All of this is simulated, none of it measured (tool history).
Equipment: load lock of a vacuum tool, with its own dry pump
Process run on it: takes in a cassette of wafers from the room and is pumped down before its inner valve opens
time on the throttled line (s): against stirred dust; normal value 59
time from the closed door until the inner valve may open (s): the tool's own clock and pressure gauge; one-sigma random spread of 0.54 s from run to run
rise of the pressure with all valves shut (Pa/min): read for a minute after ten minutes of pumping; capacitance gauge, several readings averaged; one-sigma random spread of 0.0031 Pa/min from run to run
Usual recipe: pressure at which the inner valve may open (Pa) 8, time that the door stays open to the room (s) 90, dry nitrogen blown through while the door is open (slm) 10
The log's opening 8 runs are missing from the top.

run	hour	time on the throttled line (s)	pressure at which the inner valve may open (Pa)	time that the door stays open to the room (s)	dry nitrogen blown through while the door is open (slm)	hours that the pump has run since its overhaul	times that the door has closed on its seal	incoming humidity of the room's air, %	time from the closed door until the inner valve may open (s)	rise of the pressure with all valves shut (Pa/min)
9	3459.2	59	8	90	10	8610	20544	46.0	97.1	0.102
10	3836.0	59	8	90	10	8987	21220	45.8	98.4	0.104
11	4080.5	59	8	27	10	9231	21659	48.4	98.0	0.070
12	4552.4	59	8	27	10	9703	22506	41.5	98.1	0.068
13	4845.4	59	8	27	10	9996	23032	45.2	98.9	0.068
14	5366.7	59	8	27	10	10517	23967	45.4	97.8	0.074
15	5681.8	59	8	27	10	10832	24533	42.4	98.2	0.067
16	5921.1	59	8	27	10	11072	24962	44.7	98.7	0.069
17	6137.9	59	8	27	10	11288	25351	43.2	99.2	0.070
18	6602.7	59	8	27	10	11753	26186	44.1	98.5	0.073
19	7000.3	59	8	75	23	12151	26899	45.3	99.5	0.092
20	7253.6	59	8	75	23	12404	27354	44.5	99.4	0.088
21	7563.3	59	8	75	23	12714	27910	44.0	98.6	0.092
22	7918.5	92	6	93	4	13069	28547	45.7	128.9	0.131
23	8234.4	43	6	30	5	13385	29114	45.6	87.6	0.089
24	8560.3	90	16	152	10	13711	29699	43.4	122.9	0.145
25	9040.2	90	16	152	11	14191	30560	45.3	122.6	0.149
26	9341.4	59	14	41	10	14492	31101	44.9	97.6	0.092

Forecast run 27:
# hour 9466.9: dry pump taken out, an overhauled one fitted
27	9608.1	59	14	41	10	141	31569	41.8	?	?

Run 27 gave time from the closed door until the inner valve may open (s) 92.5, rise of the pressure with all valves shut (Pa/min) 0.083.
Without the tool's hidden state the same run would have given time from the closed door until the inner valve may open (s) 92.0, rise of the pressure with all valves shut (Pa/min) 0.043.
